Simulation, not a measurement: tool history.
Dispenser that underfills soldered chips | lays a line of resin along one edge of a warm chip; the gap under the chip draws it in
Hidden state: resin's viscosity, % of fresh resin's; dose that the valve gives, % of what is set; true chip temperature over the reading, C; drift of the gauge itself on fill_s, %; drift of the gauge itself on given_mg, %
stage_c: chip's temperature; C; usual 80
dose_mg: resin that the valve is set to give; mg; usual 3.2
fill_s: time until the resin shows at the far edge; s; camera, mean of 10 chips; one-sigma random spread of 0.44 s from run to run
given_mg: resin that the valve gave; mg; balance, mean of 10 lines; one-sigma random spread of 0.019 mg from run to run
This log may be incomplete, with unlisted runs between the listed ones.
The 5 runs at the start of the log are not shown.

run   hour  stage_c  dose_mg  hours of work since the syringe was changed  hours of work since the valve was cleaned  hours of work since the stage was calibrated  fill_s  given_mg
      37.4  -- new syringe of resin
  6   38.7       81      3.2                                            1                                         36                                           195    33.7      3.18
  7   43.4       83      3.2                                            5                                         40                                           198    42.6      3.14
      45.3  -- new syringe of resin
  8   49.2       83      3.2                                            3                                         44                                           203    36.6      3.15
      53.8  -- new syringe of resin
  9   53.8       75      3.2                                            0                                         48                                           206    41.2      3.16
      61.6  -- new syringe of resin
 10     62       80      3.2                                            0                                         54                                           212    33.8      3.15
      69.8  -- new syringe of resin
 11   72.5       80      3.2                                            2                                         62                                           220    38.4      3.16
      78.4  -- new syringe of resin
 12   80.6       80     3.17                                            2                                         68                                           227      38      3.09
      86.7  -- new syringe of resin
 13   89.3       80     3.17                                            2                                         75                                           233    38.4      3.09
      94.7  -- new syringe of resin
 14   96.9       80     3.17                                            2                                         81                                           239    38.3      3.08
     102.9  -- new syringe of resin
 15  105.1       80     3.17                                            2                                         87                                           245    37.7      3.14
     110.8  -- new syringe of resin
 16  115.3       88     3.63                                            4                                         95                                           253    31.5      3.53
     118.9  -- new syringe of resin
 17  120.7       91     3.27                                            1                                         99                                           257    23.9      3.19
     126.7  -- new syringe of resin
 18    130       91     3.27                                            3                                        106                                           264    26.6      3.13
       135  -- new syringe of resin
 19  135.1       73     4.04                                            0                                        110                                           268    43.4      3.88
 20  140.3       73     4.04                                            4                                        114                                           272    60.3      3.92
     143.4  -- new syringe of resin
 21  149.5       73     4.04                                            5                                        121                                           279    65.2      3.85
     151.6  -- new syringe of resin
 22    159       73     4.04                                            6                                        128                                           286    68.2      3.89

What does the tool deliver on the next run?
     159.9  -- new syringe of resin
 23  166.5       73     4.01                                            5                                        134                                           292       ?         ?

fill_s: 67.4 s
given_mg: 3.84 mg
Had the tool carried no hidden state, the very same run would have given fill_s 41.9 s, given_mg 4.01 mg.

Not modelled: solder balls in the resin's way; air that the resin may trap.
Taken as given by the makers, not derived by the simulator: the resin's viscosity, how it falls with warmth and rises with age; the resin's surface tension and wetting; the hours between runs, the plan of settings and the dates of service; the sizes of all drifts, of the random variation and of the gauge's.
